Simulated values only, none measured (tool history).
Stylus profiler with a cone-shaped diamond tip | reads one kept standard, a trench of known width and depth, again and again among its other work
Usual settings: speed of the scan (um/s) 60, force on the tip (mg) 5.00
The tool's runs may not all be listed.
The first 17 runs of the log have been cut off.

run   hour  speed of the scan (um/s)  force on the tip (mg)  scans with this tip  hours of work since the height scale was calibrated  depth of the trench (Å)  width of the trench's floor (nm)
 18  315.3                       169                   7.15                 9778                                                  936                   2023.8                             97030
 19  335.3                       169                   7.15                 9930                                                  951                   2023.2                             97020
 20  355.3                       229                  10.95                10082                                                  965                   2034.6                             96920
 21  377.5                       229                  10.95                10250                                                  981                   2033.9                             96950
 22  397.1                        60                   2.61                10400                                                  996                   2006.9                             97130
 23  414.3                        60                   2.61                10530                                                 1008                   2008.6                             97130
 24  428.8                        60                   2.61                10641                                                 1019                   2006.1                             97140
 25  442.9                        60                   2.61                10748                                                 1029                   2007.1                             97180
 26  462.6                        17                   5.63                10897                                                 1043                   2019.8                             97340
 27  476.7                        17                   5.63                11004                                                 1054                   2018.6                             97360
 28  488.0                        66                  14.08                11090                                                 1062                   2039.1                             97220
 29  513.7                        66                  14.08                11286                                                 1081                   2037.6                             97300
 30  540.7                       113                   4.05                11491                                                 1100                   2012.5                             96970
 31  563.8                       113                   4.05                11667                                                 1117                   2011.4                             96980
 32  576.9                        75                   6.29                11766                                                 1127                   2017.2                             97190
 33  598.6                        39                  11.44                11932                                                 1142                   2030.6                             97260
 34  610.0                        17                   9.56                12018                                                 1151                   2028.5                             97290
 35  632.2                       106                   7.29                12187                                                 1167                   2022.0                             97080
 36  651.3                        48                   1.96                12332                                                 1181                   2004.0                             97100

Each row is a separate what-if for the run after 36, all from the same tool condition, not one after another. Results?
  A  662.7                        30                   3.66                12418                                                 1189                        ?                                 ?
  B  662.7                        76                   8.57                12418                                                 1189                        ?                                 ?
  C  662.7                        45                   1.90                12418                                                 1189                        ?                                 ?
  D  662.7                        23                   3.27                12418                                                 1189                        ?                                 ?

run  depth of the trench (Å)  width of the trench's floor (nm)
  A                   2010.5                             97210
  B                   2026.4                             97160
  C                   2004.1                             97100
  D                   2009.3                             97240
What these runs would have given with no unlogged condition in the tool:
run  depth of the trench (Å)  width of the trench's floor (nm)
  A                   2019.8                             97910
  B                   2035.9                             97870
  C                   2013.4                             97800
  D                   2018.6                             97940
